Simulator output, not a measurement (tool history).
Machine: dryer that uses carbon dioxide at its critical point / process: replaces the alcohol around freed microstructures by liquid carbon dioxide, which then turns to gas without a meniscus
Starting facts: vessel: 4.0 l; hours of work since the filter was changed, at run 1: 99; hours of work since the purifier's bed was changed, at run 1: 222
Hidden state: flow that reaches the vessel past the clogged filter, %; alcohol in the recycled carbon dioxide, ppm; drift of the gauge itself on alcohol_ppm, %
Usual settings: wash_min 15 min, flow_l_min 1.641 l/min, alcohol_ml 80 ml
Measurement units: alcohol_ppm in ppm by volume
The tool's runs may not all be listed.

| run | hour | wash_min | flow_l_min | alcohol_ml | hours of work since the filter was changed | hours of work since the purifier's bed was changed | alcohol_ppm |
|---|---|---|---|---|---|---|---|
| 1 | 0 | 15 | 1.641 | 80 | 99 | 222 | 156 |
| 2 | 14.3 | 15 | 2.31 | 80 | 106 | 229 | 55 |
| 3 | 35 | 15 | 1.641 | 64 | 116 | 239 | 150 |
| 4 | 64.4 | 15 | 1.641 | 64 | 130 | 252 | 153 |
| 5 | 79.8 | 15 | 1.56 | 64 | 137 | 260 | 167 |
| 6 | 102.4 | 15 | 1.56 | 64 | 148 | 271 | 177 |
| 7 | 128.9 | 15 | 1.641 | 45 | 161 | 283 | 118 |
| 8 | 144.5 | 14 | 1.641 | 80 | 168 | 291 | 229 |
| 9 | 173.7 | 14 | 1.641 | 80 | 182 | 304 | 245 |
| 10 | 193.4 | 14 | 1.641 | 80 | 191 | 314 | 249 |
| 11 | 211.1 | 14 | 1.641 | 80 | 200 | 322 | 234 |
| 12 | 233.6 | 15 | 1.1 | 80 | 210 | 333 | 825 |
| 13 | 258.5 | 15 | 1.1 | 80 | 222 | 345 | 847 |
| 14 | 290.8 | 15 | 1.1 | 80 | 238 | 360 | 815 |
| 15 | 320.5 | 15 | 1.1 | 80 | 252 | 374 | 836 |
| 16 | 352.5 | 15 | 1.641 | 80 | 267 | 389 | 213 |
| 17 | 380.9 | 15 | 1.641 | 80 | 280 | 403 | 223 |
| 18 | 399 | 15 | 1.641 | 80 | 289 | 411 | 211 |
| 19 | 417.7 | 15 | 1.641 | 80 | 298 | 420 | 220 |
| 20 | 432.6 | 15 | 1.641 | 80 | 305 | 427 | 217 |
| 21 | 455 | 15 | 1.641 | 80 | 315 | 438 | 234 |
| 22 | 481.6 | 15 | 1.641 | 80 | 328 | 451 | 226 |
|  | 495.7 | inlet filter changed |
| 23 | 496.9 | 15 | 1.641 | 80 | 1 | 457 | 184 |
| 24 | 516.2 | 12 | 1.641 | 80 | 10 | 466 | 384 |
| 25 | 530.6 | 12 | 1.641 | 80 | 17 | 473 | 384 |
| 26 | 563 | 12 | 1.641 | 65 | 32 | 489 | 349 |
| 27 | 576.2 | 12 | 1.641 | 65 | 38 | 495 | 346 |
| 28 | 597.5 | 17 | 1.641 | 49 | 48 | 505 | 122 |
| 29 | 616 | 17 | 1.641 | 49 | 57 | 514 | 133 |
| 30 | 637.6 | 17 | 1.641 | 49 | 67 | 524 | 134 |
| 31 | 664.9 | 15 | 1.1 | 80 | 80 | 537 | 773 |
| 32 | 681.3 | 15 | 1.93 | 107 | 88 | 545 | 152 |
| 33 | 697.7 | 15 | 1.93 | 107 | 96 | 553 | 164 |
| 34 | 720.8 | 11 | 1.29 | 107 | 107 | 564 | 1555 |
| 35 | 749.9 | 20 | 2.34 | 54 | 121 | 577 | 97 |
| 36 | 770.5 | 20 | 2.34 | 54 | 130 | 587 | 109 |
| 37 | 797.5 | 15 | 2.65 | 22 | 143 | 600 | 111 |
| 38 | 815.7 | 15 | 2.02 | 26 | 152 | 609 | 121 |
| 39 | 847.1 | 15 | 1.01 | 99 | 167 | 624 | 1302 |
| 40 | 874.7 | 15 | 1.641 | 45 | 180 | 637 | 173 |
| 41 | 901.1 | 11 | 1.09 | 33 | 192 | 649 | 883 |
| 42 | 919.7 | 11 | 1.09 | 33 | 201 | 658 | 865 |
| 43 | 938.5 | 11 | 1.09 | 33 | 210 | 667 | 855 |
| 44 | 951.5 | 11 | 1.09 | 33 | 216 | 673 | 856 |
| 45 | 964.9 | 11 | 1.641 | 70 | 223 | 680 | 572 |
| 46 | 995.1 | 14 | 1.99 | 76 | 237 | 694 | 175 |
| 47 | 1011.1 | 14 | 1.99 | 76 | 245 | 701 | 189 |

Across each entry between runs, compare the hidden state at the last listed run before it with the hidden state at the first listed run after it:
Run 22 -> run 23: inlet filter changed (hour 495.7)
  flow that reaches the vessel past the clogged filter, %: 93.2 -> 99.6; alcohol in the recycled carbon dioxide, ppm: 80.1 -> 81.2
  measured value less the no-hidden-state value, alcohol_ppm: +121 -> +79 ppm by volume

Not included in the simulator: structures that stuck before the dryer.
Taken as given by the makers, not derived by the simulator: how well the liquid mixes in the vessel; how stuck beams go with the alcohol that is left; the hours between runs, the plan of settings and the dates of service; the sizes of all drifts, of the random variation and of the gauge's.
